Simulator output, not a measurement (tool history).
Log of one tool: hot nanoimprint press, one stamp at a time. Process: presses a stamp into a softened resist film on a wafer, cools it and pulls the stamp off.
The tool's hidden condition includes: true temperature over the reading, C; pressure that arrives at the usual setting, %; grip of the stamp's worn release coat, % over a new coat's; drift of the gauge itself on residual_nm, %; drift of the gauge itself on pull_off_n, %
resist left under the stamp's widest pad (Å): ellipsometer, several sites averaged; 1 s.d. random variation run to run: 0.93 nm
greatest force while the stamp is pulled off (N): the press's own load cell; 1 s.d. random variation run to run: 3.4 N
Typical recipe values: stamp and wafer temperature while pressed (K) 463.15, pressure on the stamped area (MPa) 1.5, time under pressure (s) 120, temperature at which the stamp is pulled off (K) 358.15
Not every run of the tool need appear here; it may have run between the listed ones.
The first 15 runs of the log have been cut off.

| run | day | stamp and wafer temperature while pressed (K) | pressure on the stamped area (MPa) | time under pressure (s) | temperature at which the stamp is pulled off (K) | hours of work since the thermocouple was calibrated | imprints on the stamp's release coat | hours of work since the press's seals were changed | resist left under the stamp's widest pad (Å) | greatest force while the stamp is pulled off (N) |
|---|---|---|---|---|---|---|---|---|---|---|
| 16 | 4.158 | 463.15 | 1.18 | 120 | 357.15 | 188 | 406 | 207 | 1909 | 176 |
| 17 | 4.404 | 463.15 | 1.18 | 120 | 357.15 | 192 | 423 | 210 | 1883 | 183 |
| 18 | 4.638 | 463.15 | 1.18 | 120 | 357.15 | 195 | 440 | 213 | 1913 | 176 |
| 19 | 4.838 | 463.15 | 1.18 | 120 | 357.15 | 197 | 454 | 216 | 1910 | 183 |
| 20 | 5.054 | 457.15 | 0.98 | 120 | 357.15 | 200 | 469 | 219 | 2450 | 178 |
| 21 | 5.212 | 457.15 | 0.98 | 120 | 357.15 | 202 | 481 | 221 | 2459 | 176 |
| 22 | 5.517 | 451.15 | 1.83 | 209 | 353.15 | 206 | 502 | 225 | 2028 | 189 |
| 23 | 5.817 | 462.15 | 1.57 | 120 | 358.15 | 210 | 523 | 229 | 1741 | 181 |
| 24 | 6.038 | 462.15 | 1.6 | 120 | 364.15 | 213 | 539 | 232 | 1735 | 173 |
| 25 | 6.283 | 474.15 | 1.5 | 218 | 360.15 | 216 | 556 | 235 | 914 | 174 |
| 26 | 6.592 | 470.15 | 1.5 | 120 | 353.15 | 220 | 578 | 239 | 1352 | 193 |
| 27 | 6.942 | 470.15 | 1.5 | 120 | 353.15 | 225 | 603 | 244 | 1347 | 193 |
| 28 | 7.312 | 470.15 | 1.5 | 120 | 353.15 | 230 | 629 | 248 | 1356 | 193 |
| 29 | 7.479 | 463.15 | 1.9 | 70 | 344.15 | 232 | 641 | 251 | 1846 | 205 |
| 30 | 7.704 | 474.15 | 1.5 | 204 | 355.15 | 235 | 657 | 254 | 943 | 188 |

Branching from run 30: 3 alternative next runs. What would each branch give?
| A | 8.083 | 456.15 | 1.5 | 204 | 349.15 | 240 | 684 | 259 | ? | ? |
| B | 8.083 | 461.15 | 1.5 | 61 | 363.15 | 240 | 684 | 259 | ? | ? |
| C | 8.083 | 463.15 | 1.8 | 96 | 360.15 | 240 | 684 | 259 | ? | ? |

| run | resist left under the stamp's widest pad (Å) | greatest force while the stamp is pulled off (N) |
|---|---|---|
| A | 1861 | 206 |
| B | 2271 | 177 |
| C | 1714 | 180 |
Without the tool's hidden state the same runs would have given:
| run | resist left under the stamp's widest pad (Å) | greatest force while the stamp is pulled off (N) |
|---|---|---|
| A | 1822 | 182 |
| B | 2234 | 157 |
| C | 1678 | 159 |
